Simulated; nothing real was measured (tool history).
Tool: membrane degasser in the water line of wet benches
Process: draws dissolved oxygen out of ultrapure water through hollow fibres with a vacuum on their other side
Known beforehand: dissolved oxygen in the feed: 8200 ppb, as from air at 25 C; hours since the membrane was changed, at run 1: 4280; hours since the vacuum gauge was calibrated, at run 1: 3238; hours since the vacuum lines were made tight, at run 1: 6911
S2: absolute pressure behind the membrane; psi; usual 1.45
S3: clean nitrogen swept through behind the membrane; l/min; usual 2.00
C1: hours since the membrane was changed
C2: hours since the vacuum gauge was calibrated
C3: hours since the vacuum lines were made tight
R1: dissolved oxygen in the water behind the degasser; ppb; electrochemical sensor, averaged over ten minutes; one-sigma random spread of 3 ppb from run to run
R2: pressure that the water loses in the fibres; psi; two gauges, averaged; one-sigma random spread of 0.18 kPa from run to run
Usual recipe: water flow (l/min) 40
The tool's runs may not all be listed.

{"run": 1, "hour": 0.0, "water flow (l/min)": 40, "S2": 1.45, "S3": 2.0, "C1": 4280, "C2": 3238, "C3": 6911, "R1": 389.5, "R2": 4.928}
{"run": 2, "hour": 127.0, "water flow (l/min)": 40, "S2": 1.45, "S3": 2.0, "C1": 4407, "C2": 3365, "C3": 7038, "R1": 389.2, "R2": 4.907}
{"run": 3, "hour": 323.3, "water flow (l/min)": 40, "S2": 1.45, "S3": 2.0, "C1": 4603, "C2": 3561, "C3": 7234, "R1": 393.7, "R2": 4.96}
{"hour": 345.6, "done": "seals of the vacuum lines changed"}
{"hour": 390.9, "done": "vacuum gauge calibrated"}
{"run": 4, "hour": 437.5, "water flow (l/min)": 40, "S2": 1.45, "S3": 2.0, "C1": 4715, "C2": 47, "C3": 91, "R1": 390.6, "R2": 4.931}
{"run": 5, "hour": 638.7, "water flow (l/min)": 40, "S2": 1.15, "S3": 2.0, "C1": 4916, "C2": 248, "C3": 293, "R1": 308.8, "R2": 4.886}
{"run": 6, "hour": 771.9, "water flow (l/min)": 40, "S2": 1.15, "S3": 2.0, "C1": 5049, "C2": 381, "C3": 426, "R1": 305.1, "R2": 4.896}
{"run": 7, "hour": 978.9, "water flow (l/min)": 40, "S2": 1.15, "S3": 2.0, "C1": 5256, "C2": 588, "C3": 633, "R1": 303.3, "R2": 4.888}
{"run": 8, "hour": 1141.1, "water flow (l/min)": 33, "S2": 1.45, "S3": 2.0, "C1": 5418, "C2": 750, "C3": 795, "R1": 296.5, "R2": 4.012}
{"run": 9, "hour": 1305.1, "water flow (l/min)": 40, "S2": 1.45, "S3": 2.0, "C1": 5582, "C2": 914, "C3": 959, "R1": 392.4, "R2": 4.862}
{"run": 10, "hour": 1505.2, "water flow (l/min)": 40, "S2": 1.45, "S3": 2.0, "C1": 5783, "C2": 1114, "C3": 1159, "R1": 390.8, "R2": 4.899}
{"run": 11, "hour": 1696.2, "water flow (l/min)": 38, "S2": 2.39, "S3": 2.0, "C1": 5974, "C2": 1305, "C3": 1350, "R1": 600.3, "R2": 4.618}
{"run": 12, "hour": 1820.6, "water flow (l/min)": 62, "S2": 2.39, "S3": 3.11, "C1": 6098, "C2": 1430, "C3": 1475, "R1": 881.9, "R2": 7.487}
{"run": 13, "hour": 1927.5, "water flow (l/min)": 41, "S2": 0.97, "S3": 5.94, "C1": 6205, "C2": 1537, "C3": 1581, "R1": 170.2, "R2": 4.982}
{"run": 14, "hour": 2114.8, "water flow (l/min)": 41, "S2": 0.97, "S3": 5.94, "C1": 6392, "C2": 1724, "C3": 1769, "R1": 168.4, "R2": 4.97}
{"run": 15, "hour": 2338.9, "water flow (l/min)": 40, "S2": 1.48, "S3": 2.0, "C1": 6616, "C2": 1948, "C3": 1993, "R1": 398.8, "R2": 4.843}
{"run": 16, "hour": 2488.3, "water flow (l/min)": 26, "S2": 2.54, "S3": 0.91, "C1": 6766, "C2": 2097, "C3": 2142, "R1": 813.1, "R2": 3.14}
{"run": 17, "hour": 2692.0, "water flow (l/min)": 29, "S2": 2.67, "S3": 1.25, "C1": 6969, "C2": 2301, "C3": 2346, "R1": 738.5, "R2": 3.506}
{"run": 18, "hour": 2895.5, "water flow (l/min)": 29, "S2": 2.99, "S3": 2.58, "C1": 7173, "C2": 2505, "C3": 2549, "R1": 466.6, "R2": 3.488}

Consider 4 possible next runs. They are alternatives, not a sequence: every one starts from the tool as it was left by run 18. What does each give?
{"run": "A", "hour": 3020.5, "water flow (l/min)": 44, "S2": 3.34, "S3": 1.55, "C1": 7298, "C2": 2630, "C3": 2674, "R1": "?", "R2": "?"}
{"run": "B", "hour": 3020.5, "water flow (l/min)": 62, "S2": 3.44, "S3": 2.0, "C1": 7298, "C2": 2630, "C3": 2674, "R1": "?", "R2": "?"}
{"run": "C", "hour": 3020.5, "water flow (l/min)": 42, "S2": 1.45, "S3": 5.53, "C1": 7298, "C2": 2630, "C3": 2674, "R1": "?", "R2": "?"}
{"run": "D", "hour": 3020.5, "water flow (l/min)": 27, "S2": 2.42, "S3": 3.48, "C1": 7298, "C2": 2630, "C3": 2674, "R1": "?", "R2": "?"}

run=A R1=1170.2 R2=5.332
run=B R1=1468.9 R2=7.448
run=C R1=242.7 R2=5.098
run=D R1=266.5 R2=3.179
What these runs would have given with no unlogged condition in the tool:
run=A R1=1169.7 R2=5.462
run=B R1=1468.3 R2=7.635
run=C R1=242.4 R2=5.223
run=D R1=266.4 R2=3.259

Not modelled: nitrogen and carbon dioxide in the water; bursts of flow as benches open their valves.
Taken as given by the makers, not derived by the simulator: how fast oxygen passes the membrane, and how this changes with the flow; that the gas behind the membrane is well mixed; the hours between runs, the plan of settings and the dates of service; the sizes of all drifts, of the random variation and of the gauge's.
